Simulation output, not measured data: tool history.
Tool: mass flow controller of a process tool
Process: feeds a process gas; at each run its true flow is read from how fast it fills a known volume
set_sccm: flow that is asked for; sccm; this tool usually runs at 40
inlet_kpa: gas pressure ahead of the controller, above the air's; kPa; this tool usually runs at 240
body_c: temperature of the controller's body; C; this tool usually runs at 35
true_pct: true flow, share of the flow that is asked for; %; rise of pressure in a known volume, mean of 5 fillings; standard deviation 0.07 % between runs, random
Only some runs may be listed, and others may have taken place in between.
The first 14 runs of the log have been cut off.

run     hour  set_sccm  inlet_kpa  body_c  true_pct
 15   4519.2        40        240      35    101.54
 16   4844.0        40        240      35    101.59
      5142.7  -- controller's zero set anew
 17   5282.6        40        240      35    100.56
 18   5722.6        40        240      35    100.69
 19   6141.8        27        194      36    100.77
 20   6362.2        27        148      22     99.69
 21   6593.2        27        148      22     99.82
 22   6960.9        22        230      35    100.77
 23   7307.2        22        143      21     99.86
 24   7530.1        22        143      21     99.87
 25   7957.2        22        143      21     99.97
 26   8387.8        22        143      20     99.92
 27   8782.6        22        143      33    101.52
 28   9088.1        22        235      29    100.76
 29   9452.6        11        158      31    102.20
 30   9684.1        40        248      37    101.88
 31  10000.3        14        144      34    102.46
 32  10357.2        44        168      34    102.19
 33  10562.8        95        204      23    101.92

Alternative continuations, all from the tool just after run 33; predict every row:
  A  10939.7        23        204      23         ?
  B  10939.7        40        219      33         ?
  C  10939.7        95        204      25         ?
  D  10939.7        62        204      33         ?

run  true_pct
  A    100.87
  B    101.86
  C    102.26
  D    102.23
With no hidden state in the tool, these same runs would have given:
run  true_pct
  A     97.69
  B     99.19
  C     99.99
  D     99.80

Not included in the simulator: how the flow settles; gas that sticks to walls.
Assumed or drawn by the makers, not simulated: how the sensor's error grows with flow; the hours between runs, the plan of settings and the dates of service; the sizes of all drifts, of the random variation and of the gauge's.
